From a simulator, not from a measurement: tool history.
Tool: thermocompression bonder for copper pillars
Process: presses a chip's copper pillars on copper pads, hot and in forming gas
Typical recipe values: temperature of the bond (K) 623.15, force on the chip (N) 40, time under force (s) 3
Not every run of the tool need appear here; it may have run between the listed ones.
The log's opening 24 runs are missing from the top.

run	hour	temperature of the bond (K)	force on the chip (N)	time under force (s)	force that shears a chip off (N)
25	205.7	623.15	38	3	86.3
26	211.2	603.15	26	2	49.1
27	217.5	620.15	46	6	111.2
28	227.3	640.15	32	3	84.5
29	235	651.15	55	2	107.7
30	246	650.15	57	8	126.9
31	257	625.15	25	8	87.3
32	268.5	625.15	26	3	66.4

Forecast run 33:
33	279.8	641.15	40	3	?

For run 33 the tool returned force that shears a chip off (N) 96.8.
With the hidden condition absent and the run-to-run variation left alone, this run would have shown force that shears a chip off (N) 99.4.

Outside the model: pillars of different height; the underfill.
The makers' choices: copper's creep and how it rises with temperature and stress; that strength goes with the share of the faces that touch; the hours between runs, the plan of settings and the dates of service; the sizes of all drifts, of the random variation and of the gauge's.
